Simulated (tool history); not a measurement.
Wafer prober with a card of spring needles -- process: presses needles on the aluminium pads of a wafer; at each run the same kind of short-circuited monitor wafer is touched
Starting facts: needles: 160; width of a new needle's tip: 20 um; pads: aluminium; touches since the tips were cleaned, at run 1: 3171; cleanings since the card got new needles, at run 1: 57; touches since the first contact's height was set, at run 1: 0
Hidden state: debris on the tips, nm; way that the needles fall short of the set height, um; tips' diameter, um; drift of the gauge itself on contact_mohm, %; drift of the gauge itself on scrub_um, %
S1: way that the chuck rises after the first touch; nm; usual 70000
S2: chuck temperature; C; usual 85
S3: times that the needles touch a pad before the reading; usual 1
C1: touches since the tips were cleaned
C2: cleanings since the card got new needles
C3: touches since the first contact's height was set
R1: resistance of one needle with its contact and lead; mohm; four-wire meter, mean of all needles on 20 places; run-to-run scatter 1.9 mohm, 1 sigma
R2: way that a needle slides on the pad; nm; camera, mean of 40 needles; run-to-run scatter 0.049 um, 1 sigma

Run 1, hour 0: usual settings; C1 3171; C2 57; C3 0. Result: R1 272 mohm, R2 15870 nm.
At hour 7.2: tips cleaned on abrasive film.
At hour 21.4: tips cleaned on abrasive film.
At hour 35.7: tips cleaned on abrasive film.
At hour 49.9: tips cleaned on abrasive film.
Run 2, hour 53.4: usual settings; C1 1160; C2 61; C3 17546. Result: R1 245 mohm, R2 15780 nm.
At hour 67.7: tips cleaned on abrasive film.
At hour 82: tips cleaned on abrasive film.
At hour 96.2: tips cleaned on abrasive film.
Run 3, hour 106.5: usual settings; C1 3400; C2 64; C3 34992. Result: R1 281 mohm, R2 15950 nm.
At hour 113.7: tips cleaned on abrasive film.
At hour 127.9: tips cleaned on abrasive film.
At hour 142.2: tips cleaned on abrasive film.
At hour 156.4: tips cleaned on abrasive film.
At hour 170.7: tips cleaned on abrasive film.
At hour 184.9: tips cleaned on abrasive film.
Run 4, hour 185: usual settings but S1 78000 nm; C1 5; C2 70; C3 60747. Result: R1 211 mohm, R2 17690 nm.
At hour 199.6: tips cleaned on abrasive film.
At hour 217.4: tips cleaned on abrasive film.
At hour 231.7: tips cleaned on abrasive film.
At hour 245.9: tips cleaned on abrasive film.
At hour 263.7: tips cleaned on abrasive film.
At hour 278: tips cleaned on abrasive film.
Run 5, hour 281.3: usual settings; C1 1107; C2 76; C3 92416. Result: R1 234 mohm, R2 15700 nm.
At hour 295.6: tips cleaned on abrasive film.
At hour 309.8: tips cleaned on abrasive film.
Run 6, hour 323.2: usual settings; C1 4432; C2 78; C3 106212. Result: R1 298 mohm, R2 15760 nm.
At hour 326.9: tips cleaned on abrasive film.
At hour 344.6: tips cleaned on abrasive film.
At hour 358.9: tips cleaned on abrasive film.
At hour 373.2: tips cleaned on abrasive film.
At hour 387.4: tips cleaned on abrasive film.
At hour 402.3: tips cleaned on abrasive film.
Run 7, hour 402.3: usual settings but S2 66 C; C1 0; C2 84; C3 132160. Result: R1 210 mohm, R2 15640 nm.
At hour 416.5: tips cleaned on abrasive film.
At hour 430.8: tips cleaned on abrasive film.
At hour 448.6: tips cleaned on abrasive film.
At hour 455.9: height of the first contact set anew.
At hour 466.7: tips cleaned on abrasive film.
At hour 480.9: tips cleaned on abrasive film.
Run 8, hour 490.4: usual settings but S1 56000 nm, S2 66 C; C1 3137; C2 89; C3 11331. Result: R1 320 mohm, R2 12320 nm.
At hour 497.6: tips cleaned on abrasive film.
At hour 511.8: tips cleaned on abrasive film.
At hour 526.1: tips cleaned on abrasive film.
At hour 543.9: tips cleaned on abrasive film.
At hour 561.7: tips cleaned on abrasive film.
Run 9, hour 575.2: usual settings but S2 61 C; C1 4460; C2 94; C3 39201. Result: R1 296 mohm, R2 15350 nm.
At hour 578.8: tips cleaned on abrasive film.
At hour 593.1: tips cleaned on abrasive film.
At hour 610.9: tips cleaned on abrasive film.
At hour 625.1: tips cleaned on abrasive film.
At hour 639.4: tips cleaned on abrasive film.
At hour 653.6: tips cleaned on abrasive film.
Run 10, hour 665.6: usual settings but S2 67 C; C1 3967; C2 100; C3 68918. Result: R1 295 mohm, R2 15320 nm.
At hour 669.2: tips cleaned on abrasive film.
At hour 683.5: tips cleaned on abrasive film.
At hour 701.3: tips cleaned on abrasive film.
At hour 717.1: tips cleaned on abrasive film.
Run 11, hour 717.1: usual settings but S2 67 C; C1 0; C2 104; C3 85811. Result: R1 212 mohm, R2 15310 nm.
At hour 731.3: tips cleaned on abrasive film.
At hour 745.6: tips cleaned on abrasive film.
At hour 759.9: tips cleaned on abrasive film.
Run 12, hour 761.1: usual settings but S2 67 C; C1 400; C2 107; C3 100258. Result: R1 222 mohm, R2 15180 nm.
At hour 775.3: tips cleaned on abrasive film.
At hour 789.6: tips cleaned on abrasive film.
At hour 803.8: tips cleaned on abrasive film.
At hour 818.1: tips cleaned on abrasive film.
Run 13, hour 819.8: usual settings but S2 67 C; C1 585; C2 111; C3 119570. Result: R1 231 mohm, R2 15210 nm.
At hour 834.1: tips cleaned on abrasive film.
At hour 848.4: tips cleaned on abrasive film.
At hour 862.6: tips cleaned on abrasive film.
At hour 880.4: tips cleaned on abrasive film.
Run 14, hour 894.5: usual settings but S2 67 C; C1 4659; C2 115; C3 144127. Result: R1 304 mohm, R2 15110 nm.
At hour 898.1: tips cleaned on abrasive film.
At hour 909: height of the first contact set anew.
At hour 912.7: tips cleaned on abrasive film.
At hour 930.5: tips cleaned on abrasive film.
At hour 948.3: tips cleaned on abrasive film.
At hour 955.6: height of the first contact set anew, once more.
At hour 962.8: tips cleaned on abrasive film.
Run 15, hour 974.9: usual settings but S1 72000 nm, S2 41 C, S3 2; C1 4000; C2 120; C3 6341. Result: R1 249 mohm, R2 16390 nm.
At hour 978.6: tips cleaned on abrasive film.
At hour 992.8: tips cleaned on abrasive film.
At hour 1007.1: tips cleaned on abrasive film.
At hour 1021.3: tips cleaned on abrasive film.
At hour 1035.6: tips cleaned on abrasive film.
At hour 1053.4: tips cleaned on abrasive film.
Run 16, hour 1065.4: usual settings but S1 72000 nm, S2 41 C, S3 2; C1 3993; C2 126; C3 36085. Result: R1 246 mohm, R2 16360 nm.
At hour 1069.1: tips cleaned on abrasive film.
At hour 1083.3: tips cleaned on abrasive film.
At hour 1097.6: tips cleaned on abrasive film.
At hour 1111.9: tips cleaned on abrasive film.
At hour 1126.1: tips cleaned on abrasive film.
At hour 1143.9: tips cleaned on abrasive film.
Run 17, hour 1154.4: usual settings but S1 72000 nm, S2 41 C, S3 2; C1 3461; C2 132; C3 65298. Result: R1 240 mohm, R2 16330 nm.
At hour 1161.5: tips cleaned on abrasive film.
At hour 1175.8: tips cleaned on abrasive film.
At hour 1193.6: tips cleaned on abrasive film.
At hour 1207.8: tips cleaned on abrasive film.
At hour 1222.1: tips cleaned on abrasive film.
Run 18, hour 1230.2: usual settings but S1 72000 nm, S2 41 C, S3 2; C1 2670; C2 137; C3 90207. Result: R1 237 mohm, R2 16180 nm.
At hour 1237.3: tips cleaned on abrasive film.
At hour 1255.1: tips cleaned on abrasive film.
At hour 1272.9: tips cleaned on abrasive film.
At hour 1287.2: tips cleaned on abrasive film.
At hour 1301.4: tips cleaned on abrasive film.
At hour 1315.7: tips cleaned on abrasive film.
Run 19, hour 1317.1: usual settings but S1 75000 nm, S2 113 C, S3 2; C1 468; C2 143; C3 118764. Result: R1 221 mohm, R2 16850 nm.
At hour 1331.4: tips cleaned on abrasive film.
At hour 1345.6: tips cleaned on abrasive film.
At hour 1359.9: tips cleaned on abrasive film.
At hour 1377.7: tips cleaned on abrasive film.
Run 20, hour 1389.8: usual settings but S1 90000 nm, S2 47 C, S3 2; C1 4012; C2 147; C3 142673. Result: R1 227 mohm, R2 20240 nm.
At hour 1393.4: tips cleaned on abrasive film.
At hour 1407.7: tips cleaned on abrasive film.
At hour 1411.5: height of the first contact set anew.
At hour 1422.2: tips cleaned on abrasive film.
At hour 1440: tips cleaned on abrasive film.
Run 21, hour 1440.4: usual settings but S1 90000 nm, S2 47 C, S3 2; C1 108; C2 151; C3 9472. Result: R1 197 mohm, R2 20490 nm.
At hour 1454.6: tips cleaned on abrasive film.
At hour 1472.4: tips cleaned on abrasive film.
At hour 1486.7: tips cleaned on abrasive film.
At hour 1504.5: tips cleaned on abrasive film.
At hour 1522.3: tips cleaned on abrasive film.
Run 22, hour 1525.4: usual settings but S1 90000 nm, S2 47 C, S3 2; C1 1031; C2 156; C3 37425. Result: R1 206 mohm, R2 20410 nm.
At hour 1539.6: tips cleaned on abrasive film.
At hour 1553.9: tips cleaned on abrasive film.
At hour 1568.1: tips cleaned on abrasive film.
At hour 1582.4: tips cleaned on abrasive film.
At hour 1596.7: tips cleaned on abrasive film.
At hour 1614.4: tips cleaned on abrasive film.
Run 23, hour 1619.2: usual settings but S1 87000 nm, S2 40 C, S3 2; C1 1557; C2 162; C3 68244. Result: R1 211 mohm, R2 19640 nm.
At hour 1629.9: tips cleaned on abrasive film.
At hour 1644.1: tips cleaned on abrasive film.
At hour 1658.4: tips cleaned on abrasive film.
Run 24, hour 1663.1: usual settings but S1 87000 nm, S2 40 C, S3 2; C1 1551; C2 165; C3 82671. Result: R1 213 mohm, R2 19750 nm.
At hour 1673.8: tips cleaned on abrasive film.
At hour 1688: tips cleaned on abrasive film.
At hour 1702.3: tips cleaned on abrasive film.
At hour 1716.6: tips cleaned on abrasive film.
Run 25, hour 1720.4: usual settings but S1 69000 nm, S2 40 C, S3 2; C1 1266; C2 169; C3 101494. Result: R1 219 mohm, R2 15500 nm.

3 options for the next run, each taken on its own from the tool as it stands now. Forecast them:
At hour 1731.1: tips cleaned on abrasive film.
At hour 1748.9: tips cleaned on abrasive film.
At hour 1763.2: tips cleaned on abrasive film.
At hour 1777.4: tips cleaned on abrasive film.
Run A, hour 1783.3: usual settings but S1 65000 nm, S2 32 C, S3 2; C1 1928; C2 173; C3 122158. Result: R1 ?, R2 ?.
At hour 1731.1: tips cleaned on abrasive film.
At hour 1748.9: tips cleaned on abrasive film.
At hour 1763.2: tips cleaned on abrasive film.
At hour 1777.4: tips cleaned on abrasive film.
Run B, hour 1783.3: usual settings but S1 73000 nm, S2 104 C; C1 1928; C2 173; C3 122158. Result: R1 ?, R2 ?.
At hour 1731.1: tips cleaned on abrasive film.
At hour 1748.9: tips cleaned on abrasive film.
At hour 1763.2: tips cleaned on abrasive film.
At hour 1777.4: tips cleaned on abrasive film.
Run C, hour 1783.3: usual settings but S1 72000 nm, S2 52 C, S3 2; C1 1928; C2 173; C3 122158. Result: R1 ?, R2 ?.

run   R1     R2
  A  236  14570
  B  266  16430
  C  231  16210
With the hidden condition removed and each run's random variation left untouched, the same runs would have given:
run   R1     R2
  A  193  14820
  B  213  16680
  C  196  16460
